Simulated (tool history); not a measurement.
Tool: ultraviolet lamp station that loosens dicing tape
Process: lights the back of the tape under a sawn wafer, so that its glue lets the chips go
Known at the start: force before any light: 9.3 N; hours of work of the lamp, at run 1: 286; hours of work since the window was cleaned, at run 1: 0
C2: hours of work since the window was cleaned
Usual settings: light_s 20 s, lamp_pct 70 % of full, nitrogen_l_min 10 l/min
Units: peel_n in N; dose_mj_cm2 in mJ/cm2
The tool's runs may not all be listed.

run 1 hour=0 | light_s=20 lamp_pct=70 nitrogen_l_min=10 | hours_of_work_of_the_lamp=286 C2=0 | peel_n=1.376 dose_mj_cm2=376
run 2 hour=14.8 | light_s=20 lamp_pct=70 nitrogen_l_min=10 | hours_of_work_of_the_lamp=294 C2=8 | peel_n=1.397 dose_mj_cm2=367
run 3 hour=34.4 | light_s=20 lamp_pct=70 nitrogen_l_min=10 | hours_of_work_of_the_lamp=304 C2=18 | peel_n=1.441 dose_mj_cm2=372
run 4 hour=55.6 | light_s=20 lamp_pct=70 nitrogen_l_min=10 | hours_of_work_of_the_lamp=315 C2=29 | peel_n=1.444 dose_mj_cm2=369
run 5 hour=68.8 | light_s=20 lamp_pct=70 nitrogen_l_min=10 | hours_of_work_of_the_lamp=322 C2=36 | peel_n=1.459 dose_mj_cm2=370
run 6 hour=82.3 | light_s=20 lamp_pct=70 nitrogen_l_min=10 | hours_of_work_of_the_lamp=330 C2=44 | peel_n=1.441 dose_mj_cm2=366
run 7 hour=96.4 | light_s=17 lamp_pct=70 nitrogen_l_min=10 | hours_of_work_of_the_lamp=337 C2=51 | peel_n=1.855 dose_mj_cm2=313
run 8 hour=117.7 | light_s=17 lamp_pct=63 nitrogen_l_min=10 | hours_of_work_of_the_lamp=348 C2=62 | peel_n=2.216 dose_mj_cm2=284
run 9 hour=146.1 | light_s=17 lamp_pct=68 nitrogen_l_min=10 | hours_of_work_of_the_lamp=363 C2=77 | peel_n=1.961 dose_mj_cm2=298
run 10 hour=171.3 | light_s=17 lamp_pct=68 nitrogen_l_min=10 | hours_of_work_of_the_lamp=377 C2=91 | peel_n=2.023 dose_mj_cm2=295
run 11 hour=193.2 | light_s=20 lamp_pct=78 nitrogen_l_min=10 | hours_of_work_of_the_lamp=388 C2=102 | peel_n=1.23 dose_mj_cm2=403
run 12 hour=213.6 | light_s=16 lamp_pct=70 nitrogen_l_min=10 | hours_of_work_of_the_lamp=399 C2=113 | peel_n=2.109 dose_mj_cm2=289
run 13 hour=238.8 | light_s=16 lamp_pct=70 nitrogen_l_min=10 | hours_of_work_of_the_lamp=412 C2=126 | peel_n=2.145 dose_mj_cm2=286
run 14 hour=262.5 | light_s=16 lamp_pct=70 nitrogen_l_min=10 | hours_of_work_of_the_lamp=425 C2=139 | peel_n=2.118 dose_mj_cm2=286
run 15 hour=293.7 | light_s=20 lamp_pct=95 nitrogen_l_min=10 | hours_of_work_of_the_lamp=441 C2=155 | peel_n=0.846 dose_mj_cm2=484
run 16 hour=310.6 | light_s=20 lamp_pct=95 nitrogen_l_min=10 | hours_of_work_of_the_lamp=450 C2=164 | peel_n=0.892 dose_mj_cm2=488
run 17 hour=333.7 | light_s=20 lamp_pct=95 nitrogen_l_min=10 | hours_of_work_of_the_lamp=463 C2=176 | peel_n=0.877 dose_mj_cm2=476
run 18 hour=346.8 | light_s=20 lamp_pct=95 nitrogen_l_min=10 | hours_of_work_of_the_lamp=470 C2=183 | peel_n=0.884 dose_mj_cm2=481
run 19 hour=374.3 | light_s=20 lamp_pct=95 nitrogen_l_min=10 | hours_of_work_of_the_lamp=484 C2=198 | peel_n=0.874 dose_mj_cm2=478
run 20 hour=394.6 | light_s=20 lamp_pct=95 nitrogen_l_min=10 | hours_of_work_of_the_lamp=495 C2=209 | peel_n=0.872 dose_mj_cm2=473
run 21 hour=409.4 | light_s=20 lamp_pct=95 nitrogen_l_min=10 | hours_of_work_of_the_lamp=503 C2=217 | peel_n=0.886 dose_mj_cm2=472
run 22 hour=428.3 | light_s=20 lamp_pct=95 nitrogen_l_min=10 | hours_of_work_of_the_lamp=513 C2=227 | peel_n=0.869 dose_mj_cm2=478
run 23 hour=458.9 | light_s=20 lamp_pct=70 nitrogen_l_min=9 | hours_of_work_of_the_lamp=529 C2=243 | peel_n=1.675 dose_mj_cm2=350
run 24 hour=487.2 | light_s=20 lamp_pct=70 nitrogen_l_min=11 | hours_of_work_of_the_lamp=544 C2=258 | peel_n=1.531 dose_mj_cm2=350
run 25 hour=511.1 | light_s=14 lamp_pct=85 nitrogen_l_min=8 | hours_of_work_of_the_lamp=556 C2=270 | peel_n=2.214 dose_mj_cm2=293
run 26 hour=532.7 | light_s=20 lamp_pct=63 nitrogen_l_min=5 | hours_of_work_of_the_lamp=568 C2=282 | peel_n=2.47 dose_mj_cm2=310
run 27 hour=556.8 | light_s=12 lamp_pct=68 nitrogen_l_min=4 | hours_of_work_of_the_lamp=581 C2=295 | peel_n=4.004 dose_mj_cm2=199
run 28 hour=578.5 | light_s=22 lamp_pct=60 nitrogen_l_min=10 | hours_of_work_of_the_lamp=592 C2=306 | peel_n=1.74 dose_mj_cm2=325
run 29 hour=600.6 | light_s=22 lamp_pct=60 nitrogen_l_min=10 | hours_of_work_of_the_lamp=604 C2=318 | peel_n=1.682 dose_mj_cm2=322
run 30 hour=619.4 | light_s=22 lamp_pct=68 nitrogen_l_min=10 | hours_of_work_of_the_lamp=614 C2=328 | peel_n=1.426 dose_mj_cm2=367
run 31 hour=646.9 | light_s=21 lamp_pct=63 nitrogen_l_min=10 | hours_of_work_of_the_lamp=628 C2=342 | peel_n=1.707 dose_mj_cm2=319
run 32 hour=676.3 | light_s=21 lamp_pct=63 nitrogen_l_min=10 | hours_of_work_of_the_lamp=644 C2=358 | peel_n=1.753 dose_mj_cm2=320
run 33 hour=697.3 | light_s=25 lamp_pct=85 nitrogen_l_min=10 | hours_of_work_of_the_lamp=655 C2=369 | peel_n=0.761 dose_mj_cm2=511
run 34 hour=715.3 | light_s=25 lamp_pct=85 nitrogen_l_min=10 | hours_of_work_of_the_lamp=664 C2=378 | peel_n=0.746 dose_mj_cm2=514
run 35 hour=742.4 | light_s=25 lamp_pct=85 nitrogen_l_min=10 | hours_of_work_of_the_lamp=679 C2=393 | peel_n=0.76 dose_mj_cm2=508
run 36 hour=755.7 | light_s=25 lamp_pct=85 nitrogen_l_min=10 | hours_of_work_of_the_lamp=686 C2=400 | peel_n=0.774 dose_mj_cm2=510
run 37 hour=781.1 | light_s=19 lamp_pct=70 nitrogen_l_min=6 | hours_of_work_of_the_lamp=699 C2=413 | peel_n=2.173 dose_mj_cm2=321
run 38 hour=800.8 | light_s=19 lamp_pct=70 nitrogen_l_min=6 | hours_of_work_of_the_lamp=710 C2=424 | peel_n=2.281 dose_mj_cm2=314
run 39 hour=826.3 | light_s=19 lamp_pct=70 nitrogen_l_min=6 | hours_of_work_of_the_lamp=723 C2=437 | peel_n=2.293 dose_mj_cm2=315
run 40 hour=855.4 | light_s=20 lamp_pct=63 nitrogen_l_min=3 | hours_of_work_of_the_lamp=739 C2=452 | peel_n=2.997 dose_mj_cm2=298
run 41 hour=870.1 | light_s=20 lamp_pct=70 nitrogen_l_min=14 | hours_of_work_of_the_lamp=746 C2=460 | peel_n=1.524 dose_mj_cm2=328
run 42 hour=887.4 | light_s=23 lamp_pct=93 nitrogen_l_min=4 | hours_of_work_of_the_lamp=755 C2=469 | peel_n=1.307 dose_mj_cm2=506
run 43 hour=913.1 | light_s=15 lamp_pct=95 nitrogen_l_min=5 | hours_of_work_of_the_lamp=769 C2=483 | peel_n=2.214 dose_mj_cm2=331

The same runs without the tool's hidden state, with the same run-to-run variation:
The hidden state here: lamp's light, % of a new lamp's; light that the window lets through, % of a clean one's; drift of the gauge itself on peel_n, %; drift of the gauge itself on dose_mj_cm2, %.
run=1 peel_n=1.267 dose_mj_cm2=394
run=2 peel_n=1.284 dose_mj_cm2=385
run=3 peel_n=1.319 dose_mj_cm2=392
run=4 peel_n=1.317 dose_mj_cm2=389
run=5 peel_n=1.326 dose_mj_cm2=391
run=6 peel_n=1.304 dose_mj_cm2=388
run=7 peel_n=1.694 dose_mj_cm2=332
run=8 peel_n=2.031 dose_mj_cm2=302
run=9 peel_n=1.779 dose_mj_cm2=318
run=10 peel_n=1.826 dose_mj_cm2=316
run=11 peel_n=1.079 dose_mj_cm2=432
run=12 peel_n=1.893 dose_mj_cm2=311
run=13 peel_n=1.915 dose_mj_cm2=309
run=14 peel_n=1.885 dose_mj_cm2=309
run=15 peel_n=0.718 dose_mj_cm2=526
run=16 peel_n=0.755 dose_mj_cm2=532
run=17 peel_n=0.737 dose_mj_cm2=521
run=18 peel_n=0.741 dose_mj_cm2=526
run=19 peel_n=0.728 dose_mj_cm2=525
run=20 peel_n=0.722 dose_mj_cm2=522
run=21 peel_n=0.729 dose_mj_cm2=522
run=22 peel_n=0.712 dose_mj_cm2=530
run=23 peel_n=1.404 dose_mj_cm2=389
run=24 peel_n=1.269 dose_mj_cm2=390
run=25 peel_n=1.885 dose_mj_cm2=328
run=26 peel_n=2.114 dose_mj_cm2=349
run=27 peel_n=3.62 dose_mj_cm2=224
run=28 peel_n=1.428 dose_mj_cm2=367
run=29 peel_n=1.376 dose_mj_cm2=365
run=30 peel_n=1.141 dose_mj_cm2=417
run=31 peel_n=1.383 dose_mj_cm2=364
run=32 peel_n=1.41 dose_mj_cm2=367
run=33 peel_n=0.582 dose_mj_cm2=586
run=34 peel_n=0.567 dose_mj_cm2=591
run=35 peel_n=0.574 dose_mj_cm2=586
run=36 peel_n=0.583 dose_mj_cm2=589
run=37 peel_n=1.752 dose_mj_cm2=373
run=38 peel_n=1.832 dose_mj_cm2=366
run=39 peel_n=1.836 dose_mj_cm2=367
run=40 peel_n=2.495 dose_mj_cm2=350
run=41 peel_n=1.153 dose_mj_cm2=386
run=42 peel_n=0.969 dose_mj_cm2=596
run=43 peel_n=1.739 dose_mj_cm2=391
